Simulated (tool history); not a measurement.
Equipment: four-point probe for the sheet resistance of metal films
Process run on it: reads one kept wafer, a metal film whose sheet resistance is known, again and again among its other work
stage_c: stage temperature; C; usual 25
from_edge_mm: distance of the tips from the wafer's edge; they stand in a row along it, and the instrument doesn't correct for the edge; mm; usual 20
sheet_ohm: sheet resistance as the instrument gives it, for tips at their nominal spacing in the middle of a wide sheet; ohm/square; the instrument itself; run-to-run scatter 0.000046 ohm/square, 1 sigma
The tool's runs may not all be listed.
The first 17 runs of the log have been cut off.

| run | hour | stage_c | from_edge_mm | sheet_ohm |
|---|---|---|---|---|
| 18 | 1113.9 | 29 | 20 | 0.227305 |
| 19 | 1162.0 | 29 | 20 | 0.227295 |
| 20 | 1223.6 | 33 | 59 | 0.227161 |
|  | 1276.3 | stage's thermometer calibrated |
| 21 | 1281.6 | 33 | 59 | 0.226899 |
| 22 | 1345.3 | 33 | 59 | 0.226769 |
| 23 | 1400.1 | 33 | 59 | 0.226833 |
| 24 | 1460.6 | 33 | 59 | 0.226826 |
| 25 | 1524.2 | 25 | 58 | 0.226916 |
| 26 | 1566.7 | 28 | 23 | 0.226915 |
| 27 | 1612.9 | 23 | 27 | 0.226933 |
| 28 | 1652.7 | 23 | 27 | 0.226945 |
| 29 | 1723.2 | 34 | 8 | 0.227156 |
| 30 | 1763.3 | 25 | 5 | 0.228044 |

3 options for the next run, each taken on its own from the tool as it stands now. Forecast them:
| A | 1842.5 | 24 | 32 | ? |
| B | 1842.5 | 25 | 31 | ? |
| C | 1842.5 | 23 | 20 | ? |

| run | sheet_ohm |
|---|---|
| A | 0.226805 |
| B | 0.226739 |
| C | 0.226980 |
Without the tool's unlogged condition, the same runs would have read:
| run | sheet_ohm |
|---|---|
| A | 0.228371 |
| B | 0.228304 |
| C | 0.228546 |

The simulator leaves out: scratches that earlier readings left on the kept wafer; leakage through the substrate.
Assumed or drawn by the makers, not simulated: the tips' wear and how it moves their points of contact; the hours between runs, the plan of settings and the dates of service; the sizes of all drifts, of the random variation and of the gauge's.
